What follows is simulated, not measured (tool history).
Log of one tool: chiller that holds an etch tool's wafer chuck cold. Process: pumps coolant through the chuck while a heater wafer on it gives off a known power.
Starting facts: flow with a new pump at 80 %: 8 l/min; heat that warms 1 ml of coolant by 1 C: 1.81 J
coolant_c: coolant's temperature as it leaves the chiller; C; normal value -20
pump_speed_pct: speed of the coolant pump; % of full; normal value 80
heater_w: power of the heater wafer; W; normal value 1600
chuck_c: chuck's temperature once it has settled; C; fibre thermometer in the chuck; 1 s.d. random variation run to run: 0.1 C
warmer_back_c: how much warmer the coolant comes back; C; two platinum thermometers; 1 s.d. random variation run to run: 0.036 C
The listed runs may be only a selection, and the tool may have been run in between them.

| run | day | coolant_c | pump_speed_pct | heater_w | chuck_c | warmer_back_c |
|---|---|---|---|---|---|---|
| 1 | 0 | -20 | 80 | 1600 | -4.7 | 7.01 |
| 2 | 2.75 | -20 | 80 | 1099 | -9.5 | 4.81 |
| 3 | 4.192 | -18 | 80 | 1600 | -2.6 | 6.99 |
| 4 | 6.888 | -20 | 95 | 1600 | -6.2 | 5.97 |
| 5 | 8.55 | -20 | 69 | 1600 | -2.8 | 8.04 |
| 6 | 10.004 | -20 | 80 | 1600 | -4.5 | 7.01 |
| 7 | 11.883 | -20 | 80 | 1600 | -4.5 | 7.05 |
| 8 | 15.05 | -20 | 80 | 1600 | -4.6 | 7.06 |
| 9 | 18.262 | -20 | 80 | 1600 | -4.4 | 7.02 |
| 10 | 20.454 | -20 | 80 | 1600 | -4.3 | 7.06 |
| 11 | 22.533 | -20 | 84 | 1600 | -4.8 | 6.71 |
| 12 | 25.017 | -20 | 80 | 1600 | -4.3 | 7.1 |
| 13 | 26.738 | -20 | 60 | 1600 | -1 | 9.43 |
| 14 | 29.475 | -20 | 60 | 1600 | -0.8 | 9.38 |
| 15 | 31.546 | -19 | 80 | 1600 | -3.3 | 7.13 |
| 16 | 33.425 | -19 | 80 | 1600 | -3.2 | 7.11 |
| 17 | 36.604 | -19 | 80 | 1600 | -3.3 | 7.12 |
| 18 | 38.196 | -20 | 74 | 1600 | -3.3 | 7.7 |
| 19 | 40.592 | -26 | 74 | 882 | -17 | 4.25 |
| 20 | 42.917 | -16 | 83 | 1795 | 1.2 | 7.74 |
| 21 | 45.158 | -20 | 80 | 1410 | -6.3 | 6.33 |
| 22 | 47.05 | -29 | 97 | 1600 | -15.2 | 5.98 |
| 23 | 49.017 | -20 | 80 | 2374 | 3.8 | 10.59 |

Predict the results of run 24:
| 24 | 50.421 | -20 | 80 | 2374 | ? | ? |

{"run 24": {"chuck_c": 3.9, "warmer_back_c": 10.65}}
On a tool with no hidden condition, and with the same random variation, this run would have come out at chuck_c 1.2 C, warmer_back_c 9.84 C.
